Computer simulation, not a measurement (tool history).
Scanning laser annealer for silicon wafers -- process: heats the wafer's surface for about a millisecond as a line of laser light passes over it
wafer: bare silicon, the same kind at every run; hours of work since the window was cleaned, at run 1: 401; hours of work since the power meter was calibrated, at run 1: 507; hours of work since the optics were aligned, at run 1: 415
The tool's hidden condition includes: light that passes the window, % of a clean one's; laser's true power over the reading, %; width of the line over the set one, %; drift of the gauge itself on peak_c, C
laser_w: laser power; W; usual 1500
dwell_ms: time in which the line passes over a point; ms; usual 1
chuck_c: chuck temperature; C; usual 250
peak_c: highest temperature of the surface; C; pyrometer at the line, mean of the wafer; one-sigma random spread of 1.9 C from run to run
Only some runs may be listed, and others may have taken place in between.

| run | day | laser_w | dwell_ms | chuck_c | hours of work since the window was cleaned | hours of work since the power meter was calibrated | hours of work since the optics were aligned | peak_c |
|---|---|---|---|---|---|---|---|---|
| 1 | 0 | 1500 | 1 | 250 | 401 | 507 | 415 | 1056 |
| 2 | 1.783 | 1500 | 1 | 250 | 418 | 524 | 433 | 1052 |
| 3 | 2.804 | 1564 | 1 | 250 | 428 | 534 | 442 | 1090 |
| 4 | 4.317 | 1570 | 1 | 250 | 442 | 549 | 457 | 1094 |
| 5 | 5.892 | 1570 | 1 | 250 | 457 | 564 | 472 | 1089 |
| 6 | 6.8 | 1570 | 1 | 250 | 466 | 573 | 481 | 1086 |
| 7 | 7.733 | 1500 | 1 | 250 | 475 | 582 | 490 | 1048 |
| 8 | 9.188 | 1500 | 1 | 250 | 489 | 596 | 504 | 1044 |
| 9 | 10.579 | 1303 | 1 | 256 | 502 | 609 | 517 | 931 |
| 10 | 11.75 | 1510 | 0.83 | 256 | 513 | 620 | 528 | 987 |
| 11 | 13.246 | 1510 | 1.19 | 244 | 528 | 634 | 543 | 1112 |

Predict the results of run 12:
| 12 | 14 | 1483 | 1.02 | 267 | 535 | 642 | 550 | ? |

peak_c: 1053 C
Take away the tool's hidden state, keep the run-to-run variation as it was, and the same run would have given peak_c 1112 C.

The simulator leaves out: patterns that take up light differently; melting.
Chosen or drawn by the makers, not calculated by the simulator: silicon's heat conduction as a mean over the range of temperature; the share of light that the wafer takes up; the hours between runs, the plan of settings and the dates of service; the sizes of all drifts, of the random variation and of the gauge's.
